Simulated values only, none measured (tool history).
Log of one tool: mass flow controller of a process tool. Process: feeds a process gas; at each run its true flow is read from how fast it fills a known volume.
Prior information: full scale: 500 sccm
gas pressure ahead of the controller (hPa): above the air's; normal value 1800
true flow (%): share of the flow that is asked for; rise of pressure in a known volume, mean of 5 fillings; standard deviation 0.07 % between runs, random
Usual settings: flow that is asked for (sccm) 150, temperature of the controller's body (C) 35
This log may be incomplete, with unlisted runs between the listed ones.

run	hour	flow that is asked for (sccm)	gas pressure ahead of the controller (hPa)	temperature of the controller's body (C)	true flow (%)
1	0.0	150	1800	35	99.05
2	112.3	150	1800	35	99.16
3	279.7	150	1800	35	99.36
4	369.4	150	1800	35	99.26
5	493.5	150	1570	35	99.20
6	607.0	150	1800	35	99.42
7	737.6	150	1800	35	99.42
8	906.6	298	1800	31	99.97
9	1019.9	257	2670	38	100.66
10	1188.0	257	2670	38	100.75
11	1342.7	150	2310	25	98.90

Predict the results of run 12:
12	1510.0	309	1470	30	?

{"run 12": {"true flow (%)": 99.9}}
Minus the tool's unlogged condition, the same run would have read true flow (%) 99.26.
